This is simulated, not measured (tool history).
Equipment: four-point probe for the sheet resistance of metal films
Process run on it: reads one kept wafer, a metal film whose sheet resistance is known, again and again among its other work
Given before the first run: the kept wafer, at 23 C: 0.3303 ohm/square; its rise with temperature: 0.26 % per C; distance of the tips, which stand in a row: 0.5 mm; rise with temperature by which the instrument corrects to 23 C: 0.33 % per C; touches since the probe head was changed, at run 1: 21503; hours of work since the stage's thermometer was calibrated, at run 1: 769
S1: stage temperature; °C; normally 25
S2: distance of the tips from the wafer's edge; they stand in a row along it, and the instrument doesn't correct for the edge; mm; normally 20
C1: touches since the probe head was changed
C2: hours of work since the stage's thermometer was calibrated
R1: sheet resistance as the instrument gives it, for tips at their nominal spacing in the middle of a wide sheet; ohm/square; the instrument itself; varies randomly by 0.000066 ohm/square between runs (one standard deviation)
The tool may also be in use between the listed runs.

Run 1, day 0: usual settings; C1 21503; C2 769. Result: R1 0.329916 ohm/square.
Run 2, day 0.629: usual settings but S1 20 °C; C1 22278; C2 781. Result: R1 0.33102 ohm/square.
Run 3, day 1.525: usual settings; C1 23379; C2 797. Result: R1 0.329823 ohm/square.
Run 4, day 2.138: usual settings; C1 24137; C2 809. Result: R1 0.32993 ohm/square.
Run 5, day 3.167: usual settings but S2 38 mm; C1 25403; C2 828. Result: R1 0.329729 ohm/square.
Run 6, day 4.183: usual settings but S2 38 mm; C1 26650; C2 846. Result: R1 0.329815 ohm/square.
Run 7, day 5.175: usual settings but S2 38 mm; C1 27875; C2 865. Result: R1 0.329835 ohm/square.
Run 8, day 5.625: usual settings but S2 38 mm; C1 28428; C2 873. Result: R1 0.329813 ohm/square.
Run 9, day 6.354: usual settings but S1 24 °C; C1 29326; C2 887. Result: R1 0.330143 ohm/square.
Run 10, day 6.888: usual settings but S1 24 °C; C1 29979; C2 896. Result: R1 0.33021 ohm/square.
Run 11, day 7.575: usual settings but S1 24 °C; C1 30827; C2 909. Result: R1 0.33012 ohm/square.
Run 12, day 8.175: usual settings but S1 24 °C; C1 31565; C2 920. Result: R1 0.330066 ohm/square.
Run 13, day 8.788: usual settings but S2 7 mm; C1 32321; C2 931. Result: R1 0.330751 ohm/square.
Run 14, day 9.233: usual settings but S2 7 mm; C1 32868; C2 940. Result: R1 0.330676 ohm/square.
Run 15, day 10.188: usual settings but S2 7 mm; C1 34045; C2 957. Result: R1 0.330689 ohm/square.
Run 16, day 11.029: usual settings but S1 23 °C; C1 35080; C2 973. Result: R1 0.330352 ohm/square.
Run 17, day 11.862: usual settings; C1 36105; C2 988. Result: R1 0.329963 ohm/square.
Run 18, day 12.725: usual settings; C1 37165; C2 1004. Result: R1 0.329872 ohm/square.
Run 19, day 13.429: usual settings; C1 38032; C2 1017. Result: R1 0.329889 ohm/square.
Run 20, day 14.054: usual settings but S2 11 mm; C1 38802; C2 1029. Result: R1 0.33013 ohm/square.
Run 21, day 15.108: usual settings; C1 40102; C2 1048. Result: R1 0.329911 ohm/square.
Run 22, day 15.896: usual settings but S2 17 mm; C1 41069; C2 1063. Result: R1 0.329923 ohm/square.
Run 23, day 16.446: usual settings but S1 24 °C, S2 41 mm; C1 41748; C2 1073. Result: R1 0.330074 ohm/square.
Run 24, day 16.962: usual settings but S1 31 °C, S2 18 mm; C1 42381; C2 1082. Result: R1 0.328499 ohm/square.
Run 25, day 17.708: usual settings but S1 22 °C, S2 41 mm; C1 43299; C2 1096. Result: R1 0.330542 ohm/square.
Run 26, day 18.621: usual settings but S1 28 °C, S2 41 mm; C1 44425; C2 1113. Result: R1 0.329079 ohm/square.
Run 27, day 19.054: usual settings but S1 28 °C, S2 41 mm; C1 44956; C2 1121. Result: R1 0.329174 ohm/square.
Run 28, day 19.717: usual settings but S1 34 °C, S2 75 mm; C1 45770; C2 1133. Result: R1 0.327728 ohm/square.
Run 29, day 20.621: usual settings but S1 21 °C, S2 7 mm; C1 46885; C2 1150. Result: R1 0.331633 ohm/square.
Run 30, day 21.65: usual settings but S1 34 °C, S2 7 mm; C1 48150; C2 1169. Result: R1 0.32867 ohm/square.
Run 31, day 22.404: usual settings but S1 21 °C, S2 12 mm; C1 49082; C2 1183. Result: R1 0.33104 ohm/square.
Run 32, day 23.317: usual settings but S1 28 °C, S2 17 mm; C1 50201; C2 1199. Result: R1 0.329162 ohm/square.
Run 33, day 23.938: usual settings but S1 20 °C, S2 5 mm; C1 50968; C2 1211. Result: R1 0.33273 ohm/square.
Run 34, day 24.604: usual settings but S1 20 °C, S2 4 mm; C1 51786; C2 1223. Result: R1 0.333711 ohm/square.
Run 35, day 25.458: usual settings but S1 20 °C, S2 38 mm; C1 52837; C2 1239. Result: R1 0.331139 ohm/square.
At day 25.758: stage's thermometer calibrated.
Run 36, day 26.312: usual settings but S1 33 °C, S2 26 mm; C1 53864; C2 10. Result: R1 0.328094 ohm/square.
Run 37, day 27.25: usual settings but S1 33 °C, S2 26 mm; C1 55018; C2 27. Result: R1 0.328121 ohm/square.
Run 38, day 28.004: usual settings but S1 33 °C, S2 26 mm; C1 55949; C2 41. Result: R1 0.327953 ohm/square.
Run 39, day 28.804: usual settings but S1 33 °C, S2 26 mm; C1 56930; C2 56. Result: R1 0.328103 ohm/square.
Run 40, day 29.662: usual settings but S1 27 °C, S2 6 mm; C1 57988; C2 72. Result: R1 0.330481 ohm/square.
Run 41, day 30.488: usual settings but S1 27 °C, S2 6 mm; C1 59004; C2 87. Result: R1 0.330496 ohm/square.
Run 42, day 31.071: usual settings but S1 19 °C, S2 72 mm; C1 59724; C2 98. Result: R1 0.331215 ohm/square.
Run 43, day 31.979: usual settings but S1 34 °C, S2 69 mm; C1 60842; C2 115. Result: R1 0.327821 ohm/square.
Run 44, day 32.567: usual settings but S1 34 °C, S2 16 mm; C1 61563; C2 126. Result: R1 0.327893 ohm/square.

Here are 3 independent what-if runs from the current tool condition. What would each one return?
Run A, day 33.025: usual settings but S1 30 °C, S2 45 mm; C1 62126; C2 134. Result: R1 ?.
Run B, day 33.025: usual settings but S1 29 °C, S2 15 mm; C1 62126; C2 134. Result: R1 ?.
Run C, day 33.025: usual settings but S1 20 °C, S2 22 mm; C1 62126; C2 134. Result: R1 ?.

run        R1
  A  0.328754
  B  0.329094
  C  0.331062
Without the tool's hidden state the same runs would have given:
run        R1
  A  0.328788
  B  0.329128
  C  0.331096
